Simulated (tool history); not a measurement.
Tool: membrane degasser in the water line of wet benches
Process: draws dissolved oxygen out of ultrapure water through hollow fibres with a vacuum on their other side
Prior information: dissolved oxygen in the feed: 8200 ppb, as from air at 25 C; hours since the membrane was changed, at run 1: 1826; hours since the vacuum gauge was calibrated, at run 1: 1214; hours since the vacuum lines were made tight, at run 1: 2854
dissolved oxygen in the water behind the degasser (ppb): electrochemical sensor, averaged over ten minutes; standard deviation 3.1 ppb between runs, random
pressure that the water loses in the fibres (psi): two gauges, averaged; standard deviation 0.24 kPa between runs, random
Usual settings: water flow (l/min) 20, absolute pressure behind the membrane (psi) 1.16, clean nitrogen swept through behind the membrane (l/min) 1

run    hour  water flow (l/min)  absolute pressure behind the membrane (psi)  clean nitrogen swept through behind the membrane (l/min)  hours since the membrane was changed  hours since the vacuum gauge was calibrated  hours since the vacuum lines were made tight  dissolved oxygen in the water behind the degasser (ppb)  pressure that the water loses in the fibres (psi)
  1       0                  20                                         1.16                                                         1                                  1826                                         1214                                          2854                                                      307                                              9.327
  2   149.9                  20                                         1.16                                                      1.53                                  1976                                         1364                                          3004                                                    241.7                                              9.261
  3   337.6                  20                                         1.16                                                      1.34                                  2164                                         1551                                          3191                                                    258.2                                              9.268
  4   536.5                  20                                         1.16                                                      1.34                                  2362                                         1750                                          3390                                                    261.5                                              9.229
  5   641.2                  20                                         1.16                                                      1.34                                  2467                                         1855                                          3495                                                    257.8                                              9.224
  6   757.8                  20                                         1.16                                                      1.34                                  2584                                         1972                                          3612                                                    265.4                                              9.242
  7   929.6                  20                                         1.16                                                         1                                  2755                                         2143                                          3783                                                    299.5                                                9.2
  8  1045.4                  20                                         1.16                                                         1                                  2871                                         2259                                          3899                                                    312.2                                              9.291
  9  1141.5                  30                                         1.16                                                         1                                  2967                                         2355                                          3995                                                    627.7                                             13.879
 10    1336                  30                                         1.16                                                         1                                  3162                                         2550                                          4190                                                    641.3                                             13.809
 11    1533                  30                                         1.16                                                         1                                  3359                                         2747                                          4387                                                    638.6                                             13.718
 12  1622.9                  20                                         1.16                                                         1                                  3449                                         2837                                          4477                                                    302.6                                              9.127
 13  1730.2                  20                                         1.16                                                         1                                  3556                                         2944                                          4584                                                    310.3                                              9.161
 14  1820.1                  20                                         1.16                                                         1                                  3646                                         3034                                          4674                                                    308.5                                              9.195
 15  2004.5                  20                                         1.16                                                         1                                  3830                                         3218                                          4858                                                    309.1                                              9.134
 16  2133.8                  21                                         1.16                                                         1                                  3960                                         3348                                          4988                                                    331.7                                              9.678
 17  2215.8                  20                                         1.16                                                         1                                  4042                                         3430                                          5070                                                      313                                              9.129
 18  2383.9                  19                                        1.157                                                      0.68                                  4210                                         3598                                          5238                                                    358.9                                              8.702
 19  2548.8                  12                                        2.264                                                      1.95                                  4375                                         3763                                          5403                                                    193.1                                              5.436
 20  2631.9                  12                                        1.453                                                      2.62                                  4458                                         3846                                          5486                                                     86.9                                              5.468
 21  2768.9                  12                                        2.257                                                      2.62                                  4595                                         3983                                          5623                                                    145.7                                              5.417
 22    2856                  12                                        2.257                                                      2.62                                  4682                                         4070                                          5710                                                    146.3                                              5.462
 23  3025.9                  24                                        2.257                                                      1.03                                  4852                                         4240                                          5880                                                    750.2                                              10.84
 24  3121.7                  31                                        1.036                                                         1                                  4948                                         4336                                          5976                                                    636.6                                              13.97
 25  3260.7                  31                                        1.036                                                         1                                  5087                                         4475                                          6115                                                    634.4                                             14.044
 26    3358                  31                                        1.036                                                         1                                  5184                                         4572                                          6212                                                    633.5                                                 14
 27  3453.3                  31                                        1.036                                                         1                                  5279                                         4667                                          6307                                                    623.8                                                 14
 28  3554.6                  31                                        1.036                                                         1                                  5380                                         4768                                          6408                                                    623.1                                             14.016
 29  3751.6                  23                                        1.036                                                      0.62                                  5577                                         4965                                          6605                                                    445.8                                             10.399
     3762.1  -- gauge calibrated
 30  3860.4                  19                                        1.036                                                      2.37                                  5686                                         5074                                          6714                                                    159.2                                              8.834
 31  3972.9                  28                                        0.818                                                         1                                  5799                                         5187                                          6827                                                    442.2                                             12.975
 32  4076.2                  24                                         1.16                                                      0.47                                  5902                                         5290                                          6930                                                      611                                             11.142
 33    4164                  16                                        2.357                                                         1                                  5990                                         5378                                          7018                                                    493.6                                              7.417

Subtracting, for every run, the result it would have given without the tool's unlogged condition from the measured result gives the following. The same run-to-run variation enters both numbers; the gauge's scatter may not:
Hidden state present: membrane still open, %; true pressure behind the membrane over the reading, kPa; air that leaks in behind the membrane, l/min; drift of the gauge itself on oxygen_ppb, %; drift of the gauge itself on loss_of_pressure_kpa, %.
run  pressure that the water loses in the fibres (psi)
  1                                             +0.001
  2                                             -0.009
  3                                             -0.022
  4                                             -0.035
  5                                             -0.042
  6                                             -0.052
  7                                             -0.064
  8                                             -0.073
  9                                             -0.117
 10                                             -0.138
 11                                             -0.158
 12                                              -0.11
 13                                             -0.119
 14                                             -0.126
 15                                             -0.138
 16                                             -0.157
 17                                             -0.152
 18                                             -0.158
 19                                             -0.106
 20                                             -0.109
 21                                             -0.115
 22                                             -0.119
 23                                             -0.251
 24                                             -0.332
 25                                             -0.351
 26                                              -0.36
 27                                             -0.371
 28                                             -0.381
 29                                               -0.3
 30                                             -0.003
 31                                             -0.015
 32                                              -0.02
 33                                             -0.019
dissolved oxygen in the water behind the degasser (ppb) without the hidden state stays within 0.9 of what was measured, in all runs.

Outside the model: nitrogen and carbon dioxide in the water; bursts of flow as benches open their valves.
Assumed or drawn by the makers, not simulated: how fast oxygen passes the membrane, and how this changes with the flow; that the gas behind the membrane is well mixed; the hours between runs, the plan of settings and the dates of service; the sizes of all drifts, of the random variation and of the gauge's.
